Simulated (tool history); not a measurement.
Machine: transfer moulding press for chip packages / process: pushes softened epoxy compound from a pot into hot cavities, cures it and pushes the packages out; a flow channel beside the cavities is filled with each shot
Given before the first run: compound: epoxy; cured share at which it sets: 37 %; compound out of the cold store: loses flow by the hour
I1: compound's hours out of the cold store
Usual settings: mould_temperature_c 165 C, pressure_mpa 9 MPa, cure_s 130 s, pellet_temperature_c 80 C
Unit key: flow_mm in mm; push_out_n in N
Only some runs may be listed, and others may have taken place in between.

run 1 hour=0 | mould_temperature_c=165 pressure_mpa=9 cure_s=130 pellet_temperature_c=80 | I1=19 | flow_mm=679 push_out_n=396
run 2 hour=16.9 | mould_temperature_c=165 pressure_mpa=9 cure_s=130 pellet_temperature_c=80 | I1=32.1 | flow_mm=652 push_out_n=429
-- hour=35.1 plunger's sealing rings changed
run 3 hour=39.1 | mould_temperature_c=165 pressure_mpa=9 cure_s=154 pellet_temperature_c=80 | I1=9.6 | flow_mm=751 push_out_n=423
run 4 hour=51.6 | mould_temperature_c=165 pressure_mpa=9 cure_s=118 pellet_temperature_c=80 | I1=24.2 | flow_mm=718 push_out_n=568
run 5 hour=63.1 | mould_temperature_c=165 pressure_mpa=9 cure_s=130 pellet_temperature_c=80 | I1=10.7 | flow_mm=746 push_out_n=502
run 6 hour=82.6 | mould_temperature_c=165 pressure_mpa=9.18 cure_s=130 pellet_temperature_c=80 | I1=29.9 | flow_mm=719 push_out_n=503
-- hour=89 cavities cleaned with cleaning compound and waxed
run 7 hour=93.9 | mould_temperature_c=165 pressure_mpa=9 cure_s=130 pellet_temperature_c=80 | I1=42.9 | flow_mm=692 push_out_n=374
run 8 hour=103 | mould_temperature_c=165 pressure_mpa=9 cure_s=130 pellet_temperature_c=80 | I1=27.5 | flow_mm=717 push_out_n=404
run 9 hour=123.2 | mould_temperature_c=165 pressure_mpa=9 cure_s=130 pellet_temperature_c=80 | I1=10.4 | flow_mm=748 push_out_n=437
run 10 hour=133.3 | mould_temperature_c=165 pressure_mpa=9 cure_s=130 pellet_temperature_c=80 | I1=16.1 | flow_mm=735 push_out_n=475
run 11 hour=144.3 | mould_temperature_c=165 pressure_mpa=8.06 cure_s=130 pellet_temperature_c=80 | I1=29.2 | flow_mm=667 push_out_n=473
-- hour=148 mould's thermocouples calibrated
run 12 hour=159.7 | mould_temperature_c=165 pressure_mpa=8.06 cure_s=130 pellet_temperature_c=80 | I1=33.2 | flow_mm=663 push_out_n=484
run 13 hour=173.9 | mould_temperature_c=167 pressure_mpa=9 cure_s=130 pellet_temperature_c=80 | I1=27.9 | flow_mm=698 push_out_n=476
-- hour=190.1 cavities cleaned with cleaning compound and waxed
run 14 hour=195.9 | mould_temperature_c=165 pressure_mpa=9 cure_s=130 pellet_temperature_c=81 | I1=19.7 | flow_mm=717 push_out_n=358
run 15 hour=214.3 | mould_temperature_c=165 pressure_mpa=9 cure_s=130 pellet_temperature_c=81 | I1=32.2 | flow_mm=691 push_out_n=415
run 16 hour=234.9 | mould_temperature_c=165 pressure_mpa=9 cure_s=113 pellet_temperature_c=83 | I1=21.4 | flow_mm=711 push_out_n=524
-- hour=253.1 mould's thermocouples calibrated, once more
run 17 hour=253.9 | mould_temperature_c=160 pressure_mpa=9.36 cure_s=142 pellet_temperature_c=72 | I1=22.8 | flow_mm=750 push_out_n=591
run 18 hour=272.5 | mould_temperature_c=160 pressure_mpa=6.84 cure_s=142 pellet_temperature_c=71 | I1=12.7 | flow_mm=655 push_out_n=644
run 19 hour=284.2 | mould_temperature_c=162 pressure_mpa=10.83 cure_s=153 pellet_temperature_c=84 | I1=37.9 | flow_mm=763 push_out_n=492
-- hour=290.9 cavities cleaned with cleaning compound and waxed
run 20 hour=301.9 | mould_temperature_c=162 pressure_mpa=10.83 cure_s=143 pellet_temperature_c=70 | I1=39.7 | flow_mm=754 push_out_n=404
run 21 hour=321.6 | mould_temperature_c=166 pressure_mpa=10.83 cure_s=135 pellet_temperature_c=70 | I1=47.4 | flow_mm=729 push_out_n=426
run 22 hour=331.5 | mould_temperature_c=165 pressure_mpa=7.5 cure_s=130 pellet_temperature_c=80 | I1=26.1 | flow_mm=639 push_out_n=461
run 23 hour=342 | mould_temperature_c=165 pressure_mpa=7.5 cure_s=130 pellet_temperature_c=80 | I1=12.3 | flow_mm=655 push_out_n=486
run 24 hour=360.9 | mould_temperature_c=165 pressure_mpa=6.94 cure_s=140 pellet_temperature_c=80 | I1=17.5 | flow_mm=623 push_out_n=476
run 25 hour=381 | mould_temperature_c=165 pressure_mpa=6.94 cure_s=140 pellet_temperature_c=80 | I1=18.7 | flow_mm=617 push_out_n=502
-- hour=390.9 cavities cleaned with cleaning compound and waxed
run 26 hour=403.8 | mould_temperature_c=165 pressure_mpa=6.94 cure_s=140 pellet_temperature_c=80 | I1=43.7 | flow_mm=582 push_out_n=379
run 27 hour=420.1 | mould_temperature_c=165 pressure_mpa=6.94 cure_s=140 pellet_temperature_c=80 | I1=45.7 | flow_mm=578 push_out_n=409
run 28 hour=430.9 | mould_temperature_c=165 pressure_mpa=6.94 cure_s=140 pellet_temperature_c=80 | I1=22.3 | flow_mm=611 push_out_n=430

Branching from run 28: 4 alternative next runs. What would each branch give?
run A hour=449 | mould_temperature_c=165 pressure_mpa=6.94 cure_s=141 pellet_temperature_c=80 | I1=16 | flow_mm=? push_out_n=?
run B hour=449 | mould_temperature_c=165 pressure_mpa=9 cure_s=137 pellet_temperature_c=72 | I1=31.4 | flow_mm=? push_out_n=?
run C hour=449 | mould_temperature_c=165 pressure_mpa=6.94 cure_s=113 pellet_temperature_c=80 | I1=31.5 | flow_mm=? push_out_n=?
run D hour=449 | mould_temperature_c=165 pressure_mpa=8.84 cure_s=140 pellet_temperature_c=80 | I1=23.2 | flow_mm=? push_out_n=?

run=A flow_mm=616 push_out_n=456
run=B flow_mm=675 push_out_n=467
run=C flow_mm=591 push_out_n=586
run=D flow_mm=683 push_out_n=462
Had the tool no hidden state, the same runs would have come out as:
run=A flow_mm=657 push_out_n=337
run=B flow_mm=720 push_out_n=347
run=C flow_mm=631 push_out_n=442
run=D flow_mm=728 push_out_n=342

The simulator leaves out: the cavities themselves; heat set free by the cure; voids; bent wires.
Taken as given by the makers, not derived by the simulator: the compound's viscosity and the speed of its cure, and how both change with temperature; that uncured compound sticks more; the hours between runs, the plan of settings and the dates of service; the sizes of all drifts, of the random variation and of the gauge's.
